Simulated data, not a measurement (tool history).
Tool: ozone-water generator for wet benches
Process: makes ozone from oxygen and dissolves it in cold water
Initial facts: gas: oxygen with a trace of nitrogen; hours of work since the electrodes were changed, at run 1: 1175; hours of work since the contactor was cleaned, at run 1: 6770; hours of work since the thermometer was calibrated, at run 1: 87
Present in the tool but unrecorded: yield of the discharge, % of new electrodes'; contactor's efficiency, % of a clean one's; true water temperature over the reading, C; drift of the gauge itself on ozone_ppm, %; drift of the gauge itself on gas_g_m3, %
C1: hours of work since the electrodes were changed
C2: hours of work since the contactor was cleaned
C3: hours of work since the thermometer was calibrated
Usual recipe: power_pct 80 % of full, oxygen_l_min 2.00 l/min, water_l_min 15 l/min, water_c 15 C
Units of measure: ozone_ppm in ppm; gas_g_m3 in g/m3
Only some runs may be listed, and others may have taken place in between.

{"run": 1, "day": 0.0, "power_pct": 80, "oxygen_l_min": 2.0, "water_l_min": 15, "water_c": 15, "C1": 1175, "C2": 6770, "C3": 87, "ozone_ppm": 19.2, "gas_g_m3": 270.8}
{"run": 2, "day": 1.029, "power_pct": 80, "oxygen_l_min": 2.0, "water_l_min": 15, "water_c": 15, "C1": 1191, "C2": 6787, "C3": 103, "ozone_ppm": 19.5, "gas_g_m3": 269.4}
{"run": 3, "day": 2.138, "power_pct": 80, "oxygen_l_min": 2.0, "water_l_min": 16, "water_c": 15, "C1": 1208, "C2": 6804, "C3": 120, "ozone_ppm": 18.0, "gas_g_m3": 269.4}
{"run": 4, "day": 3.529, "power_pct": 80, "oxygen_l_min": 1.23, "water_l_min": 15, "water_c": 15, "C1": 1230, "C2": 6826, "C3": 142, "ozone_ppm": 15.7, "gas_g_m3": 318.3}
{"run": 5, "day": 5.142, "power_pct": 80, "oxygen_l_min": 2.0, "water_l_min": 15, "water_c": 15, "C1": 1255, "C2": 6851, "C3": 167, "ozone_ppm": 19.3, "gas_g_m3": 267.4}
{"run": 6, "day": 7.388, "power_pct": 43, "oxygen_l_min": 2.0, "water_l_min": 15, "water_c": 15, "C1": 1291, "C2": 6887, "C3": 203, "ozone_ppm": 12.7, "gas_g_m3": 174.7}
{"run": 7, "day": 9.175, "power_pct": 80, "oxygen_l_min": 1.65, "water_l_min": 15, "water_c": 15, "C1": 1319, "C2": 6915, "C3": 231, "ozone_ppm": 17.8, "gas_g_m3": 286.3}
{"run": 8, "day": 10.25, "power_pct": 80, "oxygen_l_min": 1.65, "water_l_min": 15, "water_c": 15, "C1": 1336, "C2": 6932, "C3": 248, "ozone_ppm": 17.8, "gas_g_m3": 287.8}
{"run": 9, "day": 11.775, "power_pct": 80, "oxygen_l_min": 1.65, "water_l_min": 15, "water_c": 15, "C1": 1360, "C2": 6955, "C3": 272, "ozone_ppm": 17.9, "gas_g_m3": 285.5}
{"run": 10, "day": 13.483, "power_pct": 80, "oxygen_l_min": 3.55, "water_l_min": 15, "water_c": 15, "C1": 1387, "C2": 6982, "C3": 299, "ozone_ppm": 23.0, "gas_g_m3": 219.5}
{"run": 11, "day": 15.179, "power_pct": 80, "oxygen_l_min": 3.55, "water_l_min": 15, "water_c": 15, "C1": 1413, "C2": 7009, "C3": 325, "ozone_ppm": 23.5, "gas_g_m3": 219.5}
{"run": 12, "day": 17.379, "power_pct": 80, "oxygen_l_min": 3.55, "water_l_min": 15, "water_c": 15, "C1": 1448, "C2": 7044, "C3": 360, "ozone_ppm": 23.3, "gas_g_m3": 219.8}
{"run": 13, "day": 19.321, "power_pct": 42, "oxygen_l_min": 2.0, "water_l_min": 15, "water_c": 15, "C1": 1478, "C2": 7074, "C3": 390, "ozone_ppm": 12.1, "gas_g_m3": 171.9}
{"run": 14, "day": 20.396, "power_pct": 68, "oxygen_l_min": 2.0, "water_l_min": 15, "water_c": 15, "C1": 1495, "C2": 7091, "C3": 407, "ozone_ppm": 17.3, "gas_g_m3": 238.5}
{"run": 15, "day": 21.542, "power_pct": 97, "oxygen_l_min": 2.0, "water_l_min": 15, "water_c": 15, "C1": 1513, "C2": 7109, "C3": 425, "ozone_ppm": 22.0, "gas_g_m3": 303.4}
{"run": 16, "day": 23.667, "power_pct": 97, "oxygen_l_min": 2.0, "water_l_min": 15, "water_c": 15, "C1": 1547, "C2": 7142, "C3": 459, "ozone_ppm": 22.3, "gas_g_m3": 303.7}
{"run": 17, "day": 24.862, "power_pct": 97, "oxygen_l_min": 2.0, "water_l_min": 15, "water_c": 15, "C1": 1566, "C2": 7161, "C3": 477, "ozone_ppm": 21.8, "gas_g_m3": 304.7}
{"run": 18, "day": 26.308, "power_pct": 57, "oxygen_l_min": 2.0, "water_l_min": 10, "water_c": 21, "C1": 1588, "C2": 7184, "C3": 500, "ozone_ppm": 21.1, "gas_g_m3": 212.1}
{"run": 19, "day": 28.371, "power_pct": 57, "oxygen_l_min": 2.0, "water_l_min": 10, "water_c": 21, "C1": 1621, "C2": 7216, "C3": 533, "ozone_ppm": 21.3, "gas_g_m3": 208.9}
{"run": 20, "day": 30.246, "power_pct": 94, "oxygen_l_min": 1.12, "water_l_min": 10, "water_c": 10, "C1": 1650, "C2": 7246, "C3": 562, "ozone_ppm": 27.3, "gas_g_m3": 361.2}
{"run": 21, "day": 32.229, "power_pct": 94, "oxygen_l_min": 1.12, "water_l_min": 10, "water_c": 10, "C1": 1681, "C2": 7277, "C3": 593, "ozone_ppm": 27.4, "gas_g_m3": 363.2}
{"run": 22, "day": 33.642, "power_pct": 80, "oxygen_l_min": 1.95, "water_l_min": 15, "water_c": 15, "C1": 1704, "C2": 7299, "C3": 615, "ozone_ppm": 19.4, "gas_g_m3": 268.5}
{"run": 23, "day": 35.858, "power_pct": 80, "oxygen_l_min": 1.95, "water_l_min": 18, "water_c": 18, "C1": 1738, "C2": 7334, "C3": 650, "ozone_ppm": 15.6, "gas_g_m3": 268.4}
{"run": 24, "day": 38.129, "power_pct": 48, "oxygen_l_min": 1.88, "water_l_min": 19, "water_c": 16, "C1": 1774, "C2": 7370, "C3": 686, "ozone_ppm": 10.1, "gas_g_m3": 191.7}

Predict the results of run 25:
{"run": 25, "day": 40.262, "power_pct": 80, "oxygen_l_min": 1.28, "water_l_min": 15, "water_c": 15, "C1": 1808, "C2": 7403, "C3": 720, "ozone_ppm": "?", "gas_g_m3": "?"}

Run 25 produced ozone_ppm 16.0 ppm, gas_g_m3 308.6 g/m3.
If the tool had no hidden condition, the same run with the same run-to-run variation would have returned ozone_ppm 16.1 ppm, gas_g_m3 314.6 g/m3.

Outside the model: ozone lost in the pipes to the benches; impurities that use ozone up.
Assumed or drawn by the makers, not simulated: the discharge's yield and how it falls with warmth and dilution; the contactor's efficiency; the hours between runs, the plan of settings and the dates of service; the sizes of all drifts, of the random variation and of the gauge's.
